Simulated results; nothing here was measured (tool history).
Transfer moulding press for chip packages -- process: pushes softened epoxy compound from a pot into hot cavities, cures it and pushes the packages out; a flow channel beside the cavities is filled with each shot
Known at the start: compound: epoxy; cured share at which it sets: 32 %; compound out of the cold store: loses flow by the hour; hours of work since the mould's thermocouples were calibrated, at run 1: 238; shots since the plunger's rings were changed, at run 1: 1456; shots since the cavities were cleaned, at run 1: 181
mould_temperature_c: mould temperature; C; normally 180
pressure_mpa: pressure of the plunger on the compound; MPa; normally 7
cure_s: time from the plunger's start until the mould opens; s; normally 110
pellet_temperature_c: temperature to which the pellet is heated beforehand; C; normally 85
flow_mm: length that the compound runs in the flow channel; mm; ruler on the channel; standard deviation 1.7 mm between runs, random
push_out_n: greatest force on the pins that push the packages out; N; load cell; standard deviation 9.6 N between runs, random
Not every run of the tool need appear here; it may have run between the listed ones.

run     day  mould_temperature_c  pressure_mpa  cure_s  pellet_temperature_c  hours of work since the mould's thermocouples were calibrated  shots since the plunger's rings were changed  shots since the cavities were cleaned  incoming compound's hours out of the cold store  flow_mm  push_out_n
  1       0                  180             7     110                    85                                                            238                                          1456                                    181                                             10.5      724         455
  2   0.421                  184             7     110                    85                                                            244                                          1548                                    273                                             32.8      670         377
  3   1.108                  173             7     110                    85                                                            254                                          1700                                    425                                             34.2      702         696
  4   1.558                  173             7     110                    85                                                            260                                          1798                                    523                                             31.2      709         723
       1.85  -- cavities cleaned with cleaning compound and waxed
  5   2.267                  173             7     110                    85                                                            269                                          1940                                     92                                             22.9      723         718
  6   2.929                  173           6.1     110                    85                                                            278                                          2085                                    237                                             40.5      640         660
  7   3.496                  173           6.1     110                    85                                                            286                                          2210                                    362                                             47.7      634         693
  8   3.929                  173           6.1     110                    85                                                            293                                          2305                                    457                                             47.2      633         691
        4.5  -- cavities cleaned with cleaning compound and waxed
  9   4.767                  173           6.1     110                    85                                                            303                                          2475                                     59                                             43.5      640         702
 10   5.208                  173           6.1     110                    85                                                            310                                          2572                                    156                                             14.4      691         692
 11   5.942                  173           6.1     110                    85                                                            320                                          2733                                    317                                               32      657         697
 12   6.471                  180          6.31     110                    85                                                            327                                          2849                                    433                                             11.8      684         447
      7.158  -- cavities cleaned with cleaning compound and waxed
 13   7.225                  180          6.31     110                    85                                                            337                                          3001                                     15                                             30.6      650         433
 14   7.846                  180          6.31     110                    85                                                            346                                          3137                                    151                                             38.5      639         431
      8.208  -- plunger's sealing rings changed
 15   8.308                  172          5.46     130                    84                                                            351                                            22                                    230                                             13.9      658         546
 16   8.667                  176          7.43     101                    77                                                            356                                           101                                    309                                             12.6      756         725
 17   9.346                  183          7.43     129                    77                                                            365                                           250                                    458                                             28.3      704         342
      9.933  -- cavities cleaned with cleaning compound and waxed
 18   9.933                  183          7.43     112                    89                                                            373                                           365                                      0                                             34.5      692         365
 19  10.554                  180          8.52     110                    85                                                            381                                           501                                    136                                             25.7      768         457
 20  11.308                  180          8.52     110                    85                                                            392                                           667                                    302                                             34.7      751         441
 21  11.679                  180          8.52     110                    85                                                            397                                           749                                    384                                             40.2      738         430
 22  12.317                  180             7     110                    85                                                            406                                           888                                    523                                             19.2      710         440
     12.625  -- cavities cleaned with cleaning compound and waxed
 23  12.962                  180          5.53      92                    93                                                            414                                          1017                                     75                                             19.5      627         641
 24  13.633                  180          5.41     142                    84                                                            424                                          1163                                    221                                             12.7      630         355
 25  14.142                  180          5.98     110                    94                                                            431                                          1275                                    333                                             18.8      654         438
 26  14.917                  175             7     105                    85                                                            442                                          1446                                    504                                               47      674         662
     15.304  -- cavities cleaned with cleaning compound and waxed
 27    15.4                  175             7     105                    85                                                            448                                          1538                                     22                                             29.2      703         658
 28  16.096                  175           8.5     120                    85                                                            458                                          1690                                    174                                             12.5      811         516

Forecast each of these 3 alternatives for the next run:
  A  16.654                  175           8.3      94                    76                                                            465                                          1813                                    297                                             10.7        ?           ?
  B  16.654                  182           8.5     120                    85                                                            465                                          1813                                    297                                             14.7        ?           ?
  C  16.654                  174           8.5     120                    88                                                            465                                          1813                                    297                                             20.2        ?           ?

run  flow_mm  push_out_n
  A      803         849
  B      781         371
  C      800         575
Stripped of hidden state, with their random variation kept, the same runs would have yielded:
run  flow_mm  push_out_n
  A      804         839
  B      782         367
  C      801         568

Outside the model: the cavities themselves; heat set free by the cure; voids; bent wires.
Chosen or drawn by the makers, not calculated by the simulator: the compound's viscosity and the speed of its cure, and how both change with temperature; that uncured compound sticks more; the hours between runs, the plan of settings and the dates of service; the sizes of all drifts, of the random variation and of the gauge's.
